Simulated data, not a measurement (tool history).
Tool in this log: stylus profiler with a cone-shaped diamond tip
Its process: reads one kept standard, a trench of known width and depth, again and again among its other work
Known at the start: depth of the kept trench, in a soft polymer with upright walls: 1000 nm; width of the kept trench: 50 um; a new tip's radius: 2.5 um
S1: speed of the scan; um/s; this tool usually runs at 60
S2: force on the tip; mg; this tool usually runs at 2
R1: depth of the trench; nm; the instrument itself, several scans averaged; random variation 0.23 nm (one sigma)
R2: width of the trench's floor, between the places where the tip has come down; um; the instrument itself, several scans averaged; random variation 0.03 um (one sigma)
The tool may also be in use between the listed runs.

run 1 hour=0 | S1=60 S2=2 | R1=1017.43 R2=43.1
run 2 hour=94.8 | S1=60 S2=1.02 | R1=1011.66 R2=42.74
run 3 hour=155.7 | S1=60 S2=1.02 | R1=1011.86 R2=42.67
run 4 hour=211.7 | S1=31 S2=2 | R1=1017.46 R2=42.96
-- hour=230.1 new tip fitted, height scale calibrated
run 5 hour=311.1 | S1=31 S2=2 | R1=1015.12 R2=45.54
run 6 hour=440.7 | S1=31 S2=2 | R1=1015.42 R2=45.18
run 7 hour=505.8 | S1=31 S2=2 | R1=1015.84 R2=45.04
run 8 hour=632.4 | S1=31 S2=2 | R1=1016.18 R2=44.72
run 9 hour=763.9 | S1=31 S2=2 | R1=1016.62 R2=44.39
run 10 hour=878.3 | S1=31 S2=2 | R1=1016.65 R2=44.18
run 11 hour=949.3 | S1=31 S2=2 | R1=1016.28 R2=43.99
run 12 hour=1044.3 | S1=60 S2=2 | R1=1016.87 R2=43.68
run 13 hour=1144.2 | S1=20 S2=2 | R1=1017.01 R2=43.73
run 14 hour=1271.9 | S1=38 S2=2 | R1=1017.28 R2=43.36
run 15 hour=1398.2 | S1=38 S2=2 | R1=1017.27 R2=43.11
run 16 hour=1522.9 | S1=38 S2=2 | R1=1017.41 R2=42.91
-- hour=1530.7 height scale calibrated on a step standard
run 17 hour=1576.9 | S1=60 S2=2 | R1=1018.65 R2=42.71
-- hour=1584.4 new tip fitted, height scale calibrated
run 18 hour=1672.1 | S1=60 S2=2 | R1=1015.25 R2=45.37
run 19 hour=1800.7 | S1=238 S2=2 | R1=1014.96 R2=43.9
run 20 hour=1885.7 | S1=171 S2=2 | R1=1015.09 R2=44.09
run 21 hour=1945.4 | S1=171 S2=2 | R1=1015.04 R2=43.97
run 22 hour=2007.2 | S1=171 S2=2 | R1=1015.08 R2=43.78
-- hour=2045.9 height scale calibrated on a step standard, once more
run 23 hour=2137.2 | S1=171 S2=2 | R1=1015.4 R2=43.57
run 24 hour=2190.6 | S1=21 S2=1.82 | R1=1014.09 R2=44.36
run 25 hour=2247.4 | S1=59 S2=5.99 | R1=1031.82 R2=44.16
run 26 hour=2375 | S1=59 S2=5.99 | R1=1031.26 R2=43.89
run 27 hour=2461.2 | S1=42 S2=2.79 | R1=1019.4 R2=43.75
run 28 hour=2524.1 | S1=79 S2=2.36 | R1=1017.56 R2=43.34
run 29 hour=2607.1 | S1=179 S2=1.73 | R1=1014.45 R2=42.43
run 30 hour=2728.9 | S1=179 S2=1.73 | R1=1014.78 R2=42.21
run 31 hour=2832 | S1=198 S2=2.52 | R1=1019.01 R2=42.09
-- hour=2939.8 new tip fitted, height scale calibrated
run 32 hour=2959 | S1=186 S2=1.51 | R1=1012.28 R2=44.59
run 33 hour=3045 | S1=186 S2=1.51 | R1=1012.73 R2=44.44
run 34 hour=3162.2 | S1=28 S2=1.37 | R1=1012.18 R2=45.18
run 35 hour=3258.9 | S1=28 S2=1.37 | R1=1012.4 R2=44.89
run 36 hour=3324 | S1=69 S2=1.37 | R1=1012.54 R2=44.46
run 37 hour=3442.2 | S1=214 S2=0.74 | R1=1009.04 R2=42.5
run 38 hour=3550.2 | S1=103 S2=2.11 | R1=1016.66 R2=43.81
run 39 hour=3679.9 | S1=187 S2=2 | R1=1016.84 R2=42.94
run 40 hour=3793 | S1=187 S2=2.85 | R1=1020.64 R2=42.99
run 41 hour=3857.7 | S1=187 S2=2.85 | R1=1020.97 R2=42.84
run 42 hour=3947.9 | S1=65 S2=0.84 | R1=1010.24 R2=43.02
run 43 hour=4054.8 | S1=195 S2=5.11 | R1=1030.67 R2=42.63
run 44 hour=4145.8 | S1=77 S2=2 | R1=1017.48 R2=42.85
run 45 hour=4220.2 | S1=22 S2=2.01 | R1=1017.27 R2=42.96

What if the next run were any one of these 3? Each begins from the tool's condition after run 45:
-- hour=4296.4 new tip fitted, height scale calibrated
run A hour=4338.1 | S1=54 S2=2 | R1=? R2=?
-- hour=4296.4 new tip fitted, height scale calibrated
run B hour=4338.1 | S1=15 S2=3.2 | R1=? R2=?
-- hour=4296.4 new tip fitted, height scale calibrated
run C hour=4338.1 | S1=39 S2=1.45 | R1=? R2=?

run=A R1=1015.09 R2=45.52
run=B R1=1020.82 R2=45.81
run=C R1=1012.64 R2=45.57
What these runs would have given with no unlogged condition in the tool:
run=A R1=1014.89 R2=45.66
run=B R1=1020.62 R2=45.95
run=C R1=1012.44 R2=45.71
